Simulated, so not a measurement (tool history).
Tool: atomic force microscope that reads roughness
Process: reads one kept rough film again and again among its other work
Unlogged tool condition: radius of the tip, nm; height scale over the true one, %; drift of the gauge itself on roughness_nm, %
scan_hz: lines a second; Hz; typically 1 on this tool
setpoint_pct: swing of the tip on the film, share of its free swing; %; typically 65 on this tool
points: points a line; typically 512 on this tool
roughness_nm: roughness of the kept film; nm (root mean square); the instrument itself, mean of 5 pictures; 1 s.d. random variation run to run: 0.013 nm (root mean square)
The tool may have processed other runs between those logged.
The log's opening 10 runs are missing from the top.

run,hour,scan_hz,setpoint_pct,points,pictures with this tip,hours of work since the height scale was calibrated,roughness_nm
# hour 167.5: height scale calibrated on a step standard
11,185.4,1,65,737,135,14,2.798
# hour 190.3: new tip fitted
12,205.7,1,65,737,30,30,2.939
# hour 211.5: height scale calibrated on a step standard, once more
13,224.8,1,65,421,65,11,2.885
14,239,1.23,65,512,92,22,2.882
15,255.9,1,65,512,125,35,2.811
# hour 265.8: new tip fitted
16,274.5,2.33,65,512,16,50,2.85
17,288.8,2.33,60,842,44,61,2.884
18,300.9,1.81,71,443,67,71,2.799
19,312.6,2.11,85,625,90,80,2.539
20,335.4,2.3,65,745,134,98,2.739
# hour 340.3: new tip fitted
21,349.9,2.07,67,585,19,110,2.886
22,373.3,2.07,78,374,64,128,2.657
23,396.6,2.07,78,374,109,147,2.596
# hour 415.5: new tip fitted
24,417.7,1.94,59,374,4,163,2.957
25,435.2,0.7,56,512,38,177,2.991
26,451.5,0.7,78,259,69,190,2.853
27,466,0.7,78,259,97,202,2.822
28,478.9,0.54,75,512,122,212,2.829
# hour 490: new tip fitted
29,501.1,0.54,83,332,22,229,2.917
30,521.3,1.49,69,574,60,245,2.818
31,534.5,0.66,65,908,86,256,2.908

What if the next run were any one of these 5? Each begins from the tool's condition after run 31:
A,549.6,1,79,322,115,268,?
B,549.6,2.4,65,512,115,268,?
C,549.6,1,68,612,115,268,?
D,549.6,0.61,65,370,115,268,?
E,549.6,0.52,55,331,115,268,?

run,roughness_nm
A,2.73
B,2.71
C,2.828
D,2.861
E,2.869
Without the tool's hidden state the same runs would have given:
run,roughness_nm
A,2.896
B,2.874
C,2.999
D,3.034
E,3.043
